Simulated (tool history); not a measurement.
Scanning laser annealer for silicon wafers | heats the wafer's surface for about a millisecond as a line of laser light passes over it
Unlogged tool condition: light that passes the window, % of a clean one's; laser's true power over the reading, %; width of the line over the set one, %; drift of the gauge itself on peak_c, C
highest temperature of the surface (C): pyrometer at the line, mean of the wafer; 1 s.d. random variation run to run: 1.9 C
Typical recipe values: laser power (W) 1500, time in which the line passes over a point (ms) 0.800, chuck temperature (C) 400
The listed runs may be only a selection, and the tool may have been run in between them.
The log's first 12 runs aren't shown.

run,day,laser power (W),time in which the line passes over a point (ms),chuck temperature (C),hours of work since the window was cleaned,hours of work since the power meter was calibrated,hours of work since the optics were aligned,highest temperature of the surface (C)
13,3.746,1500,0.800,400,222,183,536,1134
14,4.096,1500,0.800,400,228,189,541,1137
15,4.496,1500,0.800,400,234,195,548,1134
16,4.917,1500,0.800,400,241,202,555,1135
17,5.142,1500,0.800,400,245,206,558,1127
18,5.529,1500,0.800,400,251,212,565,1129
19,5.854,1500,0.800,400,256,217,570,1130
20,6.267,1500,0.800,400,263,224,576,1131
21,6.679,1498,0.989,436,270,231,583,1245
22,7.071,1498,0.989,436,276,237,589,1240
23,7.512,1498,0.989,436,283,244,597,1243
24,7.896,1587,0.800,434,289,250,603,1213
25,8.092,1500,0.900,400,292,253,606,1164
26,8.300,1500,0.900,400,296,257,609,1164
27,8.508,1442,0.913,400,299,260,613,1134
28,8.950,1382,0.800,424,306,267,620,1072
29,9.262,1497,0.800,400,311,272,625,1119
# day 9.512: window over the wafer cleaned
30,9.779,1497,0.800,400,4,279,632,1158
31,10.183,1497,0.800,400,11,286,638,1160
32,10.588,1407,0.588,394,17,292,645,995
33,11.025,1530,0.800,400,24,299,652,1182
34,11.246,1530,0.800,400,28,303,655,1179

What will run 35 give?
35,11.492,1640,0.955,428,32,307,659,?

highest temperature of the surface (C): 1356
Minus the tool's unlogged condition, the same run would have read highest temperature of the surface (C) 1371.
